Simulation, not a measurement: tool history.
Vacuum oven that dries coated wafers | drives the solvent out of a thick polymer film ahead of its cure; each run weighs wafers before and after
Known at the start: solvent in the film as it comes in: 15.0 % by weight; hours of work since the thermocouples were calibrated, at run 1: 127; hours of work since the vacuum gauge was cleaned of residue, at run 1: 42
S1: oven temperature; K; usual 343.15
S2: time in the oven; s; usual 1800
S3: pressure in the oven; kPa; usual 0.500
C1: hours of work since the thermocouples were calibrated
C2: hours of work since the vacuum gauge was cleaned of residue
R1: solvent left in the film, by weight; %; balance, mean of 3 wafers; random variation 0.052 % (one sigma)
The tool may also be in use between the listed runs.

Run 1, day 0.000: usual settings; C1 127; C2 42. Result: R1 1.57 %.
Run 2, day 0.638: usual settings but S1 338.15 K; C1 139; C2 53. Result: R1 2.60 %.
Run 3, day 1.379: usual settings but S1 338.15 K; C1 153; C2 67. Result: R1 2.67 %.
Run 4, day 2.175: usual settings but S1 338.15 K; C1 168; C2 82. Result: R1 2.59 %.
Run 5, day 2.996: usual settings; C1 183; C2 98. Result: R1 1.64 %.
Run 6, day 3.825: usual settings; C1 199; C2 113. Result: R1 1.47 %.
Run 7, day 4.583: usual settings but S1 342.15 K; C1 213; C2 128. Result: R1 1.68 %.
Run 8, day 4.996: usual settings but S1 342.15 K; C1 220; C2 135. Result: R1 1.77 %.
Run 9, day 5.479: usual settings but S1 342.15 K; C1 230; C2 144. Result: R1 1.78 %.
Run 10, day 5.854: usual settings but S1 339.15 K; C1 237; C2 151. Result: R1 2.59 %.
Run 11, day 6.312: usual settings; C1 245; C2 160. Result: R1 1.61 %.
Run 12, day 6.858: usual settings; C1 256; C2 170. Result: R1 1.54 %.
Run 13, day 7.271: usual settings; C1 263; C2 178. Result: R1 1.58 %.
Run 14, day 7.954: usual settings but S1 356.15 K; C1 276; C2 191. Result: R1 0.33 %.
Run 15, day 8.717: usual settings but S1 356.15 K, S2 2460 s; C1 290; C2 205. Result: R1 0.22 %.
Run 16, day 9.338: usual settings; C1 302; C2 217. Result: R1 1.61 %.
Run 17, day 9.692: usual settings; C1 309; C2 224. Result: R1 1.68 %.
Run 18, day 10.212: usual settings; C1 318; C2 233. Result: R1 1.66 %.
Run 19, day 11.050: usual settings; C1 334; C2 249. Result: R1 1.60 %.
Run 20, day 11.783: usual settings; C1 348; C2 263. Result: R1 1.60 %.
Run 21, day 12.479: usual settings but S2 1740 s; C1 361; C2 276. Result: R1 1.72 %.
Run 22, day 13.179: usual settings; C1 374; C2 289. Result: R1 1.71 %.
Run 23, day 14.025: usual settings; C1 390; C2 305. Result: R1 1.70 %.
At day 14.162: vacuum gauge cleaned of residue and calibrated.
Run 24, day 14.879: usual settings but S1 358.15 K; C1 405; C2 13. Result: R1 0.32 %.
Run 25, day 15.417: usual settings but S3 0.595 kPa; C1 415; C2 24. Result: R1 1.69 %.
Run 26, day 15.825: usual settings but S3 0.595 kPa; C1 423; C2 31. Result: R1 1.76 %.
Run 27, day 16.167: usual settings but S3 1.623 kPa; C1 429; C2 38. Result: R1 2.33 %.
Run 28, day 16.517: usual settings but S1 346.15 K, S2 2820 s, S3 1.273 kPa; C1 436; C2 44. Result: R1 0.93 %.
At day 17.017: vacuum gauge cleaned of residue and calibrated, once more.
Run 29, day 17.079: usual settings but S1 337.15 K, S2 1080 s, S3 1.273 kPa; C1 445; C2 1. Result: R1 5.59 %.
Run 30, day 17.667: usual settings but S1 353.15 K, S2 1080 s, S3 1.273 kPa; C1 456; C2 12. Result: R1 1.58 %.
Run 31, day 18.275: usual settings but S1 353.15 K, S2 1080 s, S3 1.273 kPa; C1 467; C2 24. Result: R1 1.61 %.
Run 32, day 18.642: usual settings but S1 332.15 K, S2 1080 s, S3 1.273 kPa; C1 474; C2 31. Result: R1 7.01 %.
Run 33, day 19.458: usual settings but S1 332.15 K, S2 1920 s, S3 0.268 kPa; C1 490; C2 46. Result: R1 4.06 %.
Run 34, day 20.200: usual settings but S2 2400 s, S3 0.612 kPa; C1 504; C2 60. Result: R1 0.91 %.
Run 35, day 20.842: usual settings but S1 335.15 K, S2 2580 s; C1 516; C2 72. Result: R1 2.19 %.
Run 36, day 21.662: usual settings but S1 354.15 K; C1 531; C2 87. Result: R1 0.28 %.
Run 37, day 22.283: usual settings but S1 354.15 K; C1 543; C2 99. Result: R1 0.35 %.
Run 38, day 22.962: usual settings but S1 349.15 K, S2 2400 s, S3 0.375 kPa; C1 556; C2 112. Result: R1 0.41 %.
Run 39, day 23.758: usual settings but S2 1560 s, S3 0.477 kPa; C1 570; C2 127. Result: R1 2.05 %.
Run 40, day 24.425: usual settings but S2 1140 s, S3 1.011 kPa; C1 583; C2 139. Result: R1 3.52 %.
Run 41, day 25.267: usual settings but S1 351.15 K, S2 1320 s; C1 599; C2 155. Result: R1 1.04 %.
Run 42, day 25.958: usual settings but S1 328.15 K, S2 2460 s; C1 612; C2 168. Result: R1 4.48 %.
Run 43, day 26.567: usual settings but S1 328.15 K, S2 2460 s, S3 0.551 kPa; C1 623; C2 179. Result: R1 4.55 %.
Run 44, day 27.367: usual settings but S1 328.15 K, S2 2460 s, S3 0.551 kPa; C1 638; C2 194. Result: R1 4.54 %.
Run 45, day 27.800: usual settings but S1 328.15 K, S2 1620 s, S3 0.493 kPa; C1 646; C2 202. Result: R1 6.29 %.
Run 46, day 28.333: usual settings but S1 358.15 K, S2 2160 s, S3 0.451 kPa; C1 656; C2 212. Result: R1 0.18 %.
Run 47, day 29.088: usual settings but S1 337.15 K, S2 1020 s, S3 0.271 kPa; C1 671; C2 227. Result: R1 5.39 %.

Some steps in R1 between neighbouring runs. How much of each would the tool show without its hidden state too (settings, what came in, random variation), and how much is left for the hidden state, with any gauge scatter that isn't in both results?
The hidden state here: true wafer temperature over the reading, C; true pressure over the reading, kPa; drift of the gauge itself on solvent_pct, %.
Run 31 -> 32: S1 353.15 -> 332.15. R1 +5.40 %: hidden state +0.11, all else +5.29.
Run 41 -> 42: S1 351.15 -> 328.15, S2 1320 -> 2460. R1 +3.44 %: hidden state +0.22, all else +3.22.
Run 45 -> 46: S1 328.15 -> 358.15, S2 1620 -> 2160, S3 0.493 -> 0.451. R1 -6.11 %: hidden state -0.35, all else -5.76.
Run 46 -> 47: S1 358.15 -> 337.15, S2 2160 -> 1020, S3 0.451 -> 0.271. R1 +5.21 %: hidden state +0.32, all else +4.89.

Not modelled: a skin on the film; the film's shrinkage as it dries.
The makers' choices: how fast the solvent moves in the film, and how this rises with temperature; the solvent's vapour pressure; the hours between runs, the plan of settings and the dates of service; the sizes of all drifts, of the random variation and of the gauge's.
